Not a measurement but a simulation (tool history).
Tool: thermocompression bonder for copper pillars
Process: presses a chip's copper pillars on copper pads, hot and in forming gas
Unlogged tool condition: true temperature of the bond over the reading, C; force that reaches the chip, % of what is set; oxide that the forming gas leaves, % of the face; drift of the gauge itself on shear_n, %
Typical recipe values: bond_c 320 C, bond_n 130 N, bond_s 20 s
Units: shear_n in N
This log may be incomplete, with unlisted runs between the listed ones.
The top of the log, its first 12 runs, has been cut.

run,hour,bond_c,bond_n,bond_s,hours of work since the heater was calibrated,hours of work since the force cell was calibrated,hours of work since the gas filter was changed,shear_n
13,815.7,320,130,14,488,960,226,68.2
14,882.2,320,121,14,541,1012,278,62.9
15,952.1,320,130,20,596,1067,333,74.2
16,1020.0,320,130,20,650,1121,387,72.5
# hour 1044.2: forming gas filter changed
17,1081.2,320,130,20,697,1169,29,78.6
18,1136.9,298,130,20,741,1213,73,62.9
19,1179.2,320,130,20,775,1246,107,76.0
20,1238.9,323,130,17,822,1294,154,74.0
21,1285.0,337,116,20,858,1330,190,78.5
22,1348.9,337,116,20,909,1380,241,77.2
# hour 1403.4: heater calibrated with a thermocouple chip
23,1442.9,337,116,20,31,1453,313,79.5
24,1511.8,302,130,45,86,1507,368,83.8
# hour 1556.7: forming gas filter changed
25,1585.8,320,130,25,144,1566,23,89.4
26,1644.0,320,130,25,190,1611,69,84.7
27,1738.1,320,130,25,264,1686,143,85.1
# hour 1808.2: force cell calibrated
28,1824.1,320,130,25,331,13,210,85.1
29,1875.7,320,130,25,371,53,251,82.7
30,1928.7,320,130,10,413,95,293,60.8
31,1970.1,338,109,25,446,128,325,80.9
32,2051.6,338,109,25,510,192,390,80.2
# hour 2069.9: forming gas filter changed
33,2116.3,295,122,30,561,243,37,69.7
34,2193.6,295,122,30,622,304,98,67.8
35,2289.2,334,130,20,698,379,173,84.1
36,2370.6,334,130,20,762,444,237,82.8
37,2415.8,334,130,20,798,479,273,83.6

Alternative continuations, all from the tool just after run 37; predict every row:
A,2501.0,334,164,20,865,547,340,?
B,2501.0,303,176,22,865,547,340,?
C,2501.0,341,84,42,865,547,340,?
D,2501.0,336,130,18,865,547,340,?

run,shear_n
A,97.4
B,82.7
C,74.7
D,80.0
With the hidden condition removed and each run's random variation left untouched, the same runs would have given:
run,shear_n
A,111.9
B,96.8
C,87.2
D,93.1
